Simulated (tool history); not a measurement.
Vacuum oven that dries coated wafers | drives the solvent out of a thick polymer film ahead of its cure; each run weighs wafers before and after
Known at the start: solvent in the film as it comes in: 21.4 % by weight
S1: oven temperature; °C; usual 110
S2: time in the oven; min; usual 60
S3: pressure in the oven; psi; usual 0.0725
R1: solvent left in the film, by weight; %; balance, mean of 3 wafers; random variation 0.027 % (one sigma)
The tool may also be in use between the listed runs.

run,hour,S1,S2,S3,R1
1,0,110,60,0.0725,1.23
2,67.9,110,60,0.0725,1.22
3,107.3,110,60,0.0725,1.21
4,163.1,110,60,0.0632,1.22
5,205.6,110,60,0.0632,1.23
6,262.9,110,60,0.0632,1.2
7,309.5,110,60,0.0725,1.22
8,367.3,110,60,0.0725,1.23
9,409.5,110,60,0.0725,1.25
10,464.9,96,60,0.1851,5.41
11,509.6,111,60,0.25,1.79
12,568.4,111,93,0.1213,0.77
13,620.9,111,93,0.1213,0.82
14,665.1,104,55,0.0522,2.7
15,736.3,106,40,0.1611,4.04
16,784.2,106,40,0.1611,4.04

Forecast each of these 4 alternatives for the next run:
A,815.6,101,40,0.1611,?
B,815.6,114,99,0.1152,?
C,815.6,115,38,0.0804,?
D,815.6,106,49,0.1611,?

run,R1
A,5.81
B,0.62
C,1.77
D,3.09
Without the tool's hidden state the same runs would have given:
run,R1
A,5.9
B,0.39
C,1.74
D,3.09

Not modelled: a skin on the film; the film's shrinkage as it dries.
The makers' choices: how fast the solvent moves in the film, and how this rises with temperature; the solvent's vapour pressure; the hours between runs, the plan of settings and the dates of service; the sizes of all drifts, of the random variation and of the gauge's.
